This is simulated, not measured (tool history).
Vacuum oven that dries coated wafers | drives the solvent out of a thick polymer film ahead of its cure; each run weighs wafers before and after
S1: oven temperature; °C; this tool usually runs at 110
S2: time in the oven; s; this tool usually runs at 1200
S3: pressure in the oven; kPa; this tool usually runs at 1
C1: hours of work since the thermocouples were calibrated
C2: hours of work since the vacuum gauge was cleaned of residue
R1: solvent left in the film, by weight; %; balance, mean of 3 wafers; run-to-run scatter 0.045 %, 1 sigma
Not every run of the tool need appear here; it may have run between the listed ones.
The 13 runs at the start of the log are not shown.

{"run": 14, "hour": 381.2, "S1": 110, "S2": 720, "S3": 1, "C1": 642, "C2": 41, "R1": 5.55}
{"hour": 408.5, "done": "vacuum gauge cleaned of residue and calibrated, once more"}
{"run": 15, "hour": 425.9, "S1": 110, "S2": 1200, "S3": 0.58, "C1": 664, "C2": 9, "R1": 3.16}
{"run": 16, "hour": 452.3, "S1": 110, "S2": 1200, "S3": 1, "C1": 677, "C2": 22, "R1": 3.33}
{"run": 17, "hour": 471.8, "S1": 110, "S2": 1200, "S3": 1, "C1": 687, "C2": 32, "R1": 3.37}
{"run": 18, "hour": 492.0, "S1": 110, "S2": 1200, "S3": 1, "C1": 697, "C2": 42, "R1": 3.39}
{"run": 19, "hour": 535.8, "S1": 119, "S2": 1020, "S3": 0.9, "C1": 719, "C2": 64, "R1": 2.64}
{"run": 20, "hour": 559.7, "S1": 110, "S2": 1260, "S3": 1.34, "C1": 731, "C2": 76, "R1": 3.3}
{"run": 21, "hour": 598.5, "S1": 112, "S2": 660, "S3": 0.57, "C1": 750, "C2": 95, "R1": 5.3}
{"run": 22, "hour": 636.7, "S1": 112, "S2": 660, "S3": 0.57, "C1": 769, "C2": 114, "R1": 5.34}
{"run": 23, "hour": 664.9, "S1": 110, "S2": 660, "S3": 3.29, "C1": 783, "C2": 128, "R1": 6.3}
{"run": 24, "hour": 697.8, "S1": 110, "S2": 1140, "S3": 2.51, "C1": 800, "C2": 145, "R1": 4.18}
{"run": 25, "hour": 742.4, "S1": 110, "S2": 1140, "S3": 2.51, "C1": 822, "C2": 167, "R1": 4.18}
{"run": 26, "hour": 773.3, "S1": 110, "S2": 2040, "S3": 2.18, "C1": 838, "C2": 183, "R1": 2.29}
{"run": 27, "hour": 796.0, "S1": 110, "S2": 2040, "S3": 2.18, "C1": 849, "C2": 194, "R1": 2.3}
{"run": 28, "hour": 830.1, "S1": 110, "S2": 2040, "S3": 2.18, "C1": 866, "C2": 211, "R1": 2.18}
{"run": 29, "hour": 849.4, "S1": 110, "S2": 2040, "S3": 2.18, "C1": 876, "C2": 221, "R1": 2.25}
{"run": 30, "hour": 884.7, "S1": 110, "S2": 2040, "S3": 2.18, "C1": 893, "C2": 239, "R1": 2.3}
{"run": 31, "hour": 917.4, "S1": 110, "S2": 2040, "S3": 3.95, "C1": 910, "C2": 255, "R1": 3.13}
{"run": 32, "hour": 956.0, "S1": 112, "S2": 660, "S3": 2.04, "C1": 929, "C2": 274, "R1": 5.77}
{"run": 33, "hour": 997.3, "S1": 109, "S2": 1140, "S3": 2.04, "C1": 950, "C2": 295, "R1": 4.31}
{"run": 34, "hour": 1037.0, "S1": 110, "S2": 1380, "S3": 1.83, "C1": 970, "C2": 315, "R1": 3.3}

Consider 4 possible next runs. They are alternatives, not a sequence: every one starts from the tool as it was left by run 34. What does each give?
{"run": "A", "hour": 1074.9, "S1": 123, "S2": 1140, "S3": 0.51, "C1": 989, "C2": 334, "R1": "?"}
{"run": "B", "hour": 1074.9, "S1": 108, "S2": 660, "S3": 1, "C1": 989, "C2": 334, "R1": "?"}
{"run": "C", "hour": 1074.9, "S1": 124, "S2": 2040, "S3": 1.59, "C1": 989, "C2": 334, "R1": "?"}
{"run": "D", "hour": 1074.9, "S1": 122, "S2": 2160, "S3": 2.42, "C1": 989, "C2": 334, "R1": "?"}

run=A R1=1.63
run=B R1=6.05
run=C R1=0.83
run=D R1=1.09
Take away the tool's hidden state, keep each run's random variation, and the runs would have read:
run=A R1=1.54
run=B R1=5.93
run=C R1=0.77
run=D R1=1.02

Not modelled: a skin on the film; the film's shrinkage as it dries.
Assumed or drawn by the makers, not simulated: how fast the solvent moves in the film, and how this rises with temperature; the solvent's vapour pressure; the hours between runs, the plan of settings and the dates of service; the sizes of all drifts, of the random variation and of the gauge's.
